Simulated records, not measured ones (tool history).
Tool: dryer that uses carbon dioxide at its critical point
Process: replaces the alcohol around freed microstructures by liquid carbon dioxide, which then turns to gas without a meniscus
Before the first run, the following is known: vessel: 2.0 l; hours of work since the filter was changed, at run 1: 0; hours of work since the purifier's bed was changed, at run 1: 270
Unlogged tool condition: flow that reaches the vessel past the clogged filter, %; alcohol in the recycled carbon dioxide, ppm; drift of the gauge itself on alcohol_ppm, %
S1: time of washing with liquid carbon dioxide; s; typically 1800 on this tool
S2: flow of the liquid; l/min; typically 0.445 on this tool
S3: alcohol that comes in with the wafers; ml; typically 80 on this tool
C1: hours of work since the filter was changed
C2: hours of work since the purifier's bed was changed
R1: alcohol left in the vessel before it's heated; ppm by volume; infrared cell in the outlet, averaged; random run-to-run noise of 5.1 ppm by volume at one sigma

| run | day | S1 | S2 | S3 | C1 | C2 | R1 |
|---|---|---|---|---|---|---|---|
| 1 | 0 | 1800 | 0.445 | 80 | 0 | 270 | 82 |
| 2 | 1.479 | 1800 | 0.445 | 25 | 21 | 291 | 54 |
| 3 | 2.525 | 1800 | 0.445 | 25 | 36 | 306 | 59 |
| 4 | 3.958 | 1800 | 0.445 | 25 | 57 | 327 | 58 |
| 5 | 5.238 | 1800 | 0.445 | 92 | 75 | 345 | 126 |
| 6 | 7.496 | 1800 | 0.445 | 80 | 107 | 378 | 133 |
| 7 | 8.854 | 1800 | 0.617 | 80 | 127 | 397 | 44 |
| 8 | 10.942 | 1800 | 0.617 | 80 | 157 | 427 | 75 |
| 9 | 11.967 | 1800 | 0.322 | 80 | 171 | 441 | 564 |
| 10 | 13.329 | 1800 | 0.322 | 80 | 191 | 461 | 588 |
|  | 14.371 | inlet filter changed |
| 11 | 15.538 | 1800 | 0.322 | 80 | 17 | 492 | 424 |
| 12 | 17.138 | 2040 | 0.443 | 23 | 40 | 515 | 71 |
| 13 | 19.192 | 2040 | 0.443 | 23 | 69 | 544 | 87 |
| 14 | 20.338 | 2340 | 0.445 | 80 | 85 | 561 | 70 |
| 15 | 21.292 | 2640 | 0.342 | 32 | 99 | 574 | 84 |
| 16 | 22.779 | 2640 | 0.342 | 32 | 120 | 596 | 87 |

What differs in the tool's unlogged condition from the final listed run ahead of each entry between runs to the first listed run following it?
From run 10 to run 11: inlet filter changed (day 14.371)
  flow that reaches the vessel past the clogged filter, %: 89.8 -> 98.3; alcohol in the recycled carbon dioxide, ppm: 57.4 -> 61
  measured less the result without the state, R1: +257 -> +85 ppm by volume

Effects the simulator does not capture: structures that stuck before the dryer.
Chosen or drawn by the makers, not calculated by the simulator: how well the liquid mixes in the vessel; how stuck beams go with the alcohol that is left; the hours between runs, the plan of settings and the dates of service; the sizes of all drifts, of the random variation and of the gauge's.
